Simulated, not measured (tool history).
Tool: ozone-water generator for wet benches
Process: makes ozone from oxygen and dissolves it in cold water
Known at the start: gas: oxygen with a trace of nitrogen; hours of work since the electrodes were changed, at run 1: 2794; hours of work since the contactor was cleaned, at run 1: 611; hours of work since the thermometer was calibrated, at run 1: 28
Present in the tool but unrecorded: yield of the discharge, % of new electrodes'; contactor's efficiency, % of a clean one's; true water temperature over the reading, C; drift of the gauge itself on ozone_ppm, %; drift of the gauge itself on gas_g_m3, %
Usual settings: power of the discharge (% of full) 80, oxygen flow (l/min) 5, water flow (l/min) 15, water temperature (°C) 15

| run | hour | power of the discharge (% of full) | oxygen flow (l/min) | water flow (l/min) | water temperature (°C) | hours of work since the electrodes were changed | hours of work since the contactor was cleaned | hours of work since the thermometer was calibrated | dissolved ozone (ppm) | ozone in the gas ahead of the water (g/m3) |
|---|---|---|---|---|---|---|---|---|---|---|
| 1 | 0 | 80 | 5 | 15 | 15 | 2794 | 611 | 28 | 17.6 | 167.2 |
| 2 | 35.5 | 80 | 5 | 15 | 15 | 2829 | 647 | 63 | 17.9 | 168.8 |
| 3 | 107.3 | 80 | 5 | 15 | 15 | 2900 | 718 | 134 | 18 | 168.9 |
| 4 | 153.2 | 71 | 5 | 15 | 15 | 2945 | 763 | 179 | 16.1 | 150.3 |
| 5 | 186.5 | 71 | 5 | 15 | 15 | 2978 | 796 | 212 | 16.1 | 152.9 |
| 6 | 252.8 | 71 | 5 | 15 | 15 | 3044 | 862 | 278 | 16 | 151.2 |
| 7 | 288 | 66 | 5 | 15 | 15 | 3079 | 896 | 313 | 14.8 | 142.6 |
| 8 | 334.6 | 66 | 5 | 15 | 15 | 3125 | 943 | 359 | 15 | 142.4 |
| 9 | 398.2 | 80 | 5 | 15 | 15 | 3188 | 1006 | 422 | 17.9 | 168.4 |
| 10 | 459.5 | 80 | 5 | 15 | 15 | 3248 | 1066 | 482 | 17.9 | 168.3 |
| 11 | 523.3 | 80 | 5 | 15 | 15 | 3312 | 1129 | 546 | 18 | 169.4 |
| 12 | 571.1 | 80 | 5 | 15 | 15 | 3359 | 1177 | 593 | 17.5 | 170.2 |
| 13 | 625 | 80 | 8.64 | 15 | 15 | 3412 | 1230 | 646 | 16.8 | 123.6 |
| 14 | 663.7 | 80 | 5.97 | 15 | 15 | 3451 | 1268 | 685 | 17.5 | 151.6 |
| 15 | 726.2 | 80 | 5.97 | 15 | 19 | 3512 | 1330 | 746 | 16.4 | 155.8 |
| 16 | 791.5 | 80 | 5.97 | 15 | 19 | 3577 | 1395 | 811 | 16.2 | 154.4 |
| 17 | 825.7 | 80 | 5.97 | 15 | 19 | 3611 | 1429 | 845 | 16.2 | 153.8 |
| 18 | 871.3 | 80 | 7.83 | 13 | 10 | 3656 | 1474 | 890 | 20.7 | 131.6 |
| 19 | 930.7 | 77 | 7.83 | 20 | 10 | 3715 | 1533 | 949 | 13.7 | 128.6 |
| 20 | 965.5 | 77 | 7.83 | 20 | 10 | 3749 | 1567 | 983 | 13.6 | 127.9 |
| 21 | 1004.5 | 92 | 7.83 | 20 | 10 | 3788 | 1606 | 1022 | 16 | 149 |
| 22 | 1065.7 | 92 | 4.02 | 15 | 10 | 3849 | 1666 | 1082 | 21.5 | 221.5 |
| 23 | 1117.5 | 92 | 4.02 | 15 | 10 | 3900 | 1717 | 1134 | 21.6 | 219.8 |
| 24 | 1156.1 | 75 | 5.62 | 21 | 8 | 3938 | 1756 | 1172 | 13 | 150.2 |
| 25 | 1186.5 | 79 | 5.62 | 19 | 8 | 3968 | 1786 | 1202 | 15.4 | 158.3 |
| 26 | 1219.8 | 79 | 5.62 | 19 | 8 | 4001 | 1819 | 1235 | 15.3 | 157.5 |
| 27 | 1284.6 | 79 | 5.62 | 19 | 8 | 4065 | 1883 | 1299 | 15.3 | 158.8 |
| 28 | 1329.9 | 79 | 5.62 | 19 | 8 | 4110 | 1928 | 1344 | 15.1 | 159.2 |
| 29 | 1362.9 | 80 | 5 | 21 | 15 | 4143 | 1960 | 1377 | 12.8 | 171.8 |
| 30 | 1429 | 80 | 5 | 12 | 11 | 4208 | 2026 | 1442 | 23.2 | 174.2 |
| 31 | 1492.7 | 80 | 5 | 12 | 11 | 4271 | 2089 | 1505 | 23.3 | 172.6 |
| 32 | 1546.4 | 80 | 5 | 12 | 11 | 4324 | 2142 | 1558 | 23.1 | 172 |
|  | 1555.3 | gauge calibrated |
| 33 | 1602.8 | 80 | 5 | 9 | 12 | 4380 | 2198 | 1614 | 28.7 | 168.3 |

Across each entry between runs, compare the hidden state at the last listed run before it with the hidden state at the first listed run after it:
After run 32, before run 33: gauge calibrated (hour 1555.3)
  drift of the gauge itself on gas_g_m3, %: 2.98 -> 0.09
  measured minus no-state result, ozone in the gas ahead of the water (g/m3): +4.7 -> -0.2
